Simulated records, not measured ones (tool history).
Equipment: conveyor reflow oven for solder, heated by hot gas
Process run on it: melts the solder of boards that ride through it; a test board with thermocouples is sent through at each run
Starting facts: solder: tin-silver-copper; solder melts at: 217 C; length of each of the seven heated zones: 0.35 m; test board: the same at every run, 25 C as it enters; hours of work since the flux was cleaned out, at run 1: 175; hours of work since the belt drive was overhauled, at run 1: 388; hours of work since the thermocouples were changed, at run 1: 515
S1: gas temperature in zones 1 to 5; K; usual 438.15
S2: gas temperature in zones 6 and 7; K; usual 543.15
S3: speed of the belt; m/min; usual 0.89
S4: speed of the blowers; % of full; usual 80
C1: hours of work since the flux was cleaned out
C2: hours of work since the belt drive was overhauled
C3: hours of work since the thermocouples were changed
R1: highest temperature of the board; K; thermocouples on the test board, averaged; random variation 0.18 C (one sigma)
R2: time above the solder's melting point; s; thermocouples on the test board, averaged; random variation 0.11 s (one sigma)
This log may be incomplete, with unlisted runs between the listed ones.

Run 1, day 0: usual settings; C1 175; C2 388; C3 515. Result: R1 522.55 K, R2 31.4 s.
Run 2, day 0.654: usual settings; C1 187; C2 400; C3 528. Result: R1 522.55 K, R2 31.4 s.
Run 3, day 1.142: usual settings; C1 197; C2 410; C3 537. Result: R1 522.45 K, R2 31.2 s.
Run 4, day 1.938: usual settings; C1 212; C2 425; C3 552. Result: R1 522.35 K, R2 31.1 s.
Run 5, day 2.6: usual settings but S2 555.15 K; C1 225; C2 438; C3 565. Result: R1 532.05 K, R2 35.3 s.
Run 6, day 3.35: usual settings but S2 555.15 K; C1 239; C2 452; C3 579. Result: R1 531.65 K, R2 35.4 s.
Run 7, day 3.825: usual settings but S2 555.15 K; C1 248; C2 461; C3 589. Result: R1 531.75 K, R2 35.1 s.
Run 8, day 4.638: usual settings but S2 552.15 K; C1 264; C2 477; C3 604. Result: R1 528.75 K, R2 34.2 s.
Run 9, day 5.179: usual settings but S2 552.15 K; C1 274; C2 487; C3 615. Result: R1 529.15 K, R2 34.1 s.
Run 10, day 5.667: usual settings but S4 70 % of full; C1 284; C2 497; C3 624. Result: R1 517.85 K, R2 27.9 s.
Run 11, day 6.012: usual settings but S4 70 % of full; C1 290; C2 503; C3 631. Result: R1 517.75 K, R2 28 s.
Run 12, day 6.65: usual settings but S4 70 % of full; C1 303; C2 516; C3 643. Result: R1 517.75 K, R2 28 s.
At day 7.054: flux residue cleaned out of gas plates and filters.
Run 13, day 7.312: usual settings; C1 5; C2 524; C3 652. Result: R1 525.95 K, R2 33.6 s.
Run 14, day 7.679: usual settings; C1 12; C2 531; C3 659. Result: R1 525.95 K, R2 33.4 s.
Run 15, day 8.021: usual settings; C1 19; C2 538; C3 665. Result: R1 525.45 K, R2 33.3 s.
Run 16, day 8.562: usual settings; C1 29; C2 548; C3 675. Result: R1 525.75 K, R2 33.4 s.
Run 17, day 9.104: usual settings but S1 437.15 K; C1 39; C2 559; C3 686. Result: R1 525.35 K, R2 32.8 s.
Run 18, day 9.892: usual settings but S1 437.15 K; C1 54; C2 574; C3 701. Result: R1 525.25 K, R2 32.9 s.
Run 19, day 10.604: usual settings but S1 436.15 K, S2 553.15 K, S3 1.035 m/min, S4 50 % of full; C1 68; C2 587; C3 715. Result: R1 509.55 K, R2 17.1 s.
Run 20, day 11.404: usual settings but S3 0.829 m/min; C1 84; C2 603; C3 730. Result: R1 527.95 K, R2 36.8 s.
Run 21, day 11.75: usual settings but S1 433.15 K, S2 549.15 K, S3 0.886 m/min, S4 86 % of full; C1 90; C2 609; C3 737. Result: R1 531.35 K, R2 35.1 s.
Run 22, day 12.217: usual settings but S1 433.15 K, S2 546.15 K, S3 0.886 m/min, S4 55 % of full; C1 99; C2 618; C3 746. Result: R1 515.15 K, R2 25.3 s.
Run 23, day 12.896: usual settings but S3 0.734 m/min; C1 112; C2 631; C3 759. Result: R1 531.15 K, R2 44.3 s.
Run 24, day 13.604: usual settings but S1 442.15 K, S3 0.734 m/min; C1 126; C2 645; C3 772. Result: R1 531.75 K, R2 45.1 s.
Run 25, day 14.392: usual settings but S1 442.15 K, S2 556.15 K, S3 0.734 m/min, S4 56 % of full; C1 141; C2 660; C3 787. Result: R1 534.75 K, R2 45.3 s.
Run 26, day 15.012: usual settings but S1 426.15 K, S4 83 % of full; C1 153; C2 672; C3 799. Result: R1 523.05 K, R2 29.6 s.
Run 27, day 15.588: usual settings but S1 426.15 K, S4 83 % of full; C1 164; C2 683; C3 810. Result: R1 522.35 K, R2 29.6 s.
Run 28, day 16.167: usual settings but S1 426.15 K, S4 83 % of full; C1 175; C2 694; C3 821. Result: R1 522.35 K, R2 29.4 s.
Run 29, day 16.512: usual settings but S1 426.15 K, S4 83 % of full; C1 182; C2 701; C3 828. Result: R1 522.15 K, R2 29.3 s.
Run 30, day 16.888: usual settings but S1 426.15 K, S3 1.048 m/min, S4 59 % of full; C1 189; C2 708; C3 835. Result: R1 502.75 K, R2 11.6 s.

Measured result minus the same run's result without the hidden state. Both carry the same run-to-run variation, though not necessarily the same gauge scatter:
The hidden state here: heat that the gas passes to the board, % of a clean oven's; belt's true speed, % of the reading; true gas temperature in zones 6 and 7 over the reading, C; drift of the gauge itself on peak_c, C; drift of the gauge itself on liquid_s, %.
run    R1    R2
  1  -0.9  -0.7
  2  -1.1  -0.9
  3  -1.2    -1
  4  -1.4  -1.1
  5  -1.9  -0.9
  6  -2.1    -1
  7  -2.1  -1.1
  8  -2.3  -1.3
  9  -2.4  -1.3
 10  -2.3  -1.8
 11  -2.3  -1.8
 12  -2.4  -1.9
 13  +2.3  +1.2
 14  +2.2  +1.1
 15  +2.1  +1.1
 16  +2.1    +1
 17  +1.9  +0.9
 18  +1.7  +0.8
 19  +1.3  +0.9
 20  +1.6  +0.7
 21  +1.2  +0.5
 22  +1.1  +0.8
 23  +1.5  +0.7
 24  +1.4  +0.5
 25  +1.2  +0.7
 26  +0.3  -0.1
 27  +0.1  -0.1
 28  -0.1  -0.3
 29  -0.1  -0.3
 30  -0.6  -0.6

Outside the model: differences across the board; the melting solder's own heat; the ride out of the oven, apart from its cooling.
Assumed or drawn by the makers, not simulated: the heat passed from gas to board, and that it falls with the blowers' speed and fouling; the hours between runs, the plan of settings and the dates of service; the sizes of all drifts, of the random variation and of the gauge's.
